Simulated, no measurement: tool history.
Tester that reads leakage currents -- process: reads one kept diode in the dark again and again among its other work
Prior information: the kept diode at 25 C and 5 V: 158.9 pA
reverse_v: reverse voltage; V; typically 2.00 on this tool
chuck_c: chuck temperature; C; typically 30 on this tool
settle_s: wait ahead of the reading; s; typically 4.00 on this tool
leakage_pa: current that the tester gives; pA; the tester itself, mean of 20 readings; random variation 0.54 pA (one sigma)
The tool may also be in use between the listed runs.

Run 1, hour 0.0: usual settings. Result: leakage_pa 178.09 pA.
Run 2, hour 253.8: usual settings. Result: leakage_pa 178.37 pA.
Run 3, hour 482.9: usual settings but chuck_c 38 C. Result: leakage_pa 363.74 pA.
Run 4, hour 698.1: usual settings but chuck_c 38 C. Result: leakage_pa 365.21 pA.
Run 5, hour 852.2: usual settings but settle_s 4.13 s. Result: leakage_pa 178.36 pA.
Run 6, hour 989.3: usual settings but settle_s 4.13 s. Result: leakage_pa 178.14 pA.
At hour 1096.5: probe card cleaned and baked.
Run 7, hour 1129.5: usual settings but settle_s 4.13 s. Result: leakage_pa 178.52 pA.
At hour 1167.0: chuck's temperature calibrated.
Run 8, hour 1327.5: usual settings but chuck_c 37 C. Result: leakage_pa 335.56 pA.
At hour 1388.9: tester calibrated.
Run 9, hour 1552.6: usual settings but chuck_c 37 C. Result: leakage_pa 336.33 pA.
Run 10, hour 1799.2: usual settings but chuck_c 37 C. Result: leakage_pa 335.82 pA.
Run 11, hour 2016.7: usual settings. Result: leakage_pa 177.73 pA.
Run 12, hour 2171.6: usual settings but chuck_c 52 C. Result: leakage_pa 1180.58 pA.
Run 13, hour 2412.3: usual settings. Result: leakage_pa 176.61 pA.
Run 14, hour 2660.7: usual settings. Result: leakage_pa 177.39 pA.
Run 15, hour 2895.1: usual settings. Result: leakage_pa 178.60 pA.
At hour 2959.0: chuck's temperature calibrated.
Run 16, hour 3158.1: usual settings. Result: leakage_pa 178.73 pA.
At hour 3270.6: probe card cleaned and baked.
Run 17, hour 3382.7: usual settings but reverse_v 3.01 V, chuck_c 25 C, settle_s 7.20 s. Result: leakage_pa 129.71 pA.
Run 18, hour 3648.8: usual settings but reverse_v 3.01 V, chuck_c 25 C, settle_s 7.20 s. Result: leakage_pa 130.01 pA.
Run 19, hour 3859.6: usual settings but reverse_v 3.01 V, chuck_c 25 C, settle_s 7.20 s. Result: leakage_pa 130.01 pA.
Run 20, hour 3978.8: usual settings but reverse_v 2.91 V, chuck_c 54 C. Result: leakage_pa 1601.76 pA.
Run 21, hour 4220.4: usual settings but reverse_v 2.91 V, chuck_c 54 C. Result: leakage_pa 1602.76 pA.
At hour 4258.9: tester calibrated.
Run 22, hour 4421.0: usual settings but reverse_v 2.91 V, chuck_c 54 C. Result: leakage_pa 1603.62 pA.
Run 23, hour 4620.1: usual settings but reverse_v 4.72 V. Result: leakage_pa 248.63 pA.
At hour 4756.9: chuck's temperature calibrated.
Run 24, hour 4775.5: usual settings but reverse_v 3.72 V, chuck_c 31 C, settle_s 5.57 s. Result: leakage_pa 248.67 pA.
Run 25, hour 4984.7: usual settings but reverse_v 3.72 V, chuck_c 21 C, settle_s 5.57 s. Result: leakage_pa 95.82 pA.
Run 26, hour 5246.9: usual settings but reverse_v 4.37 V, chuck_c 54 C, settle_s 1.64 s. Result: leakage_pa 1878.25 pA.
Run 27, hour 5361.7: usual settings but reverse_v 4.37 V, chuck_c 54 C, settle_s 0.31 s. Result: leakage_pa 1883.56 pA.

Predict each of these 4 candidate next runs independently; none follows another, all start after run 27:
At hour 5456.9: probe card cleaned and baked.
Run A, hour 5549.4: usual settings but reverse_v 6.73 V, chuck_c 22 C, settle_s 2.36 s. Result: leakage_pa ?.
At hour 5456.9: probe card cleaned and baked.
Run B, hour 5549.4: usual settings but reverse_v 9.80 V, chuck_c 23 C, settle_s 5.38 s. Result: leakage_pa ?.
At hour 5456.9: probe card cleaned and baked.
Run C, hour 5549.4: usual settings but reverse_v 5.67 V, settle_s 3.14 s. Result: leakage_pa ?.
At hour 5456.9: probe card cleaned and baked.
Run D, hour 5549.4: usual settings but chuck_c 34 C, settle_s 0.38 s. Result: leakage_pa ?.

run  leakage_pa
  A      134.50
  B      170.71
  C      267.03
  D      256.62
The same runs, with their run-to-run variation unchanged, on a tool lacking any hidden condition would have given:
run  leakage_pa
  A      134.41
  B      170.60
  C      266.86
  D      256.47
